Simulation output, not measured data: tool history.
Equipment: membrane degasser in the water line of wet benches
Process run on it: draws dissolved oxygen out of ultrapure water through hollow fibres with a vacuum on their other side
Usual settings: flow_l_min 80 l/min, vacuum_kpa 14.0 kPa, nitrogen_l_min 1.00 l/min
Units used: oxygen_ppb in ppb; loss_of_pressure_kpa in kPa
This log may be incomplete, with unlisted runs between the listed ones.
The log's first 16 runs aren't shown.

run,hour,flow_l_min,vacuum_kpa,nitrogen_l_min,oxygen_ppb,loss_of_pressure_kpa
17,1428.4,80,14.0,0.52,1954.9,58.11
18,1517.3,109,29.5,0.43,4620.4,79.53
19,1604.0,109,29.5,0.43,4625.8,79.16
20,1709.7,117,19.3,2.59,1532.1,85.20
21,1793.2,117,19.3,2.59,1542.0,85.17
# hour 1803.0: gauge calibrated
22,1859.3,109,21.5,2.59,1526.6,79.40
23,1976.1,126,15.6,1.00,2145.0,92.25
24,2062.4,87,19.4,0.40,3068.3,62.95
25,2135.6,87,19.4,0.40,3072.7,62.71
26,2248.7,99,21.5,2.28,1513.3,72.20
27,2332.2,57,22.5,0.46,2684.5,41.33
28,2399.2,52,16.5,1.00,1185.0,37.77
29,2480.8,121,14.0,1.00,1901.3,88.42
30,2554.6,69,14.0,0.43,1947.4,50.53
31,2656.7,69,14.0,0.43,1949.5,50.00

Below are 4 alternative next runs, each starting from the tool's condition after run 31. Predict each:
A,2756.3,107,18.4,2.08,?,?
B,2756.3,84,14.0,0.42,?,?
C,2756.3,71,15.8,0.46,?,?
D,2756.3,85,14.0,1.54,?,?

run,oxygen_ppb,loss_of_pressure_kpa
A,1515.5,77.71
B,2195.4,61.18
C,2167.6,51.74
D,1125.8,61.94
Had the tool no hidden state, the same runs would have come out as:
run,oxygen_ppb,loss_of_pressure_kpa
A,1490.8,77.64
B,2161.7,61.13
C,2134.4,51.70
D,1107.3,61.89
